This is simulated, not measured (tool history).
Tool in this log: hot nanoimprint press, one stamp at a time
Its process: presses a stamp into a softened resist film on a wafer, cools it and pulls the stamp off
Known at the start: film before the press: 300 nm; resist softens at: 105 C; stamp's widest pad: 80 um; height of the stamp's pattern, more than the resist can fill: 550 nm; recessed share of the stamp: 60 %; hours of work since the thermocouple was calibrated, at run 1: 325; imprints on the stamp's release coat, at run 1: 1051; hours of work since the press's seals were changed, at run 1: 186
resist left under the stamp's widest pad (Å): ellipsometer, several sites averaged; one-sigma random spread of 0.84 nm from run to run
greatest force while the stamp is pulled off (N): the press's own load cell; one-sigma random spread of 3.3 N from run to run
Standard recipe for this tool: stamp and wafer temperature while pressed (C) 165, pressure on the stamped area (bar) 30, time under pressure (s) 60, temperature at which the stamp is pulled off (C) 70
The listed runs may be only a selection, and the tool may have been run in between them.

run,hour,stamp and wafer temperature while pressed (C),pressure on the stamped area (bar),time under pressure (s),temperature at which the stamp is pulled off (C),hours of work since the thermocouple was calibrated,imprints on the stamp's release coat,hours of work since the press's seals were changed,resist left under the stamp's widest pad (Å),greatest force while the stamp is pulled off (N)
1,0,165,30,60,70,325,1051,186,1462,159
2,41.1,165,30,60,70,345,1125,205,1467,163
3,60.7,165,30,60,70,354,1160,215,1463,163
4,94.1,165,30,60,70,370,1221,231,1448,158
5,115.2,165,30,60,70,380,1259,241,1449,161
# hour 135.1: plate thermocouple calibrated
6,140.7,165,30,60,70,3,1299,252,1458,156
7,164.1,165,30,60,70,14,1342,263,1468,159
8,204.9,165,30,60,70,33,1415,282,1457,163
9,231.5,165,30,60,70,46,1463,295,1467,156
10,250.7,165,30,60,70,55,1498,304,1445,161
11,285,165,30,60,70,72,1560,321,1455,162
12,324.9,165,30,60,70,91,1632,340,1450,163
13,362.8,165,30,60,60,109,1701,358,1447,204
14,389,165,30,30,70,122,1748,371,1821,159
15,412.9,165,30,60,70,133,1791,382,1437,160
16,441.1,165,30,60,58,147,1842,396,1438,209
17,482.8,162,26.3,69,70,167,1917,416,1671,161
18,502.1,165,45.3,60,70,176,1952,425,1212,160

The next listed run, before its measurement:
19,533.2,165,45.3,60,70,191,2009,440,?,?

For run 19 the tool returned resist left under the stamp's widest pad (Å) 1206, greatest force while the stamp is pulled off (N) 157.
If the tool had no hidden condition, the same run with the same run-to-run variation would have returned resist left under the stamp's widest pad (Å) 1224, greatest force while the stamp is pulled off (N) 156.

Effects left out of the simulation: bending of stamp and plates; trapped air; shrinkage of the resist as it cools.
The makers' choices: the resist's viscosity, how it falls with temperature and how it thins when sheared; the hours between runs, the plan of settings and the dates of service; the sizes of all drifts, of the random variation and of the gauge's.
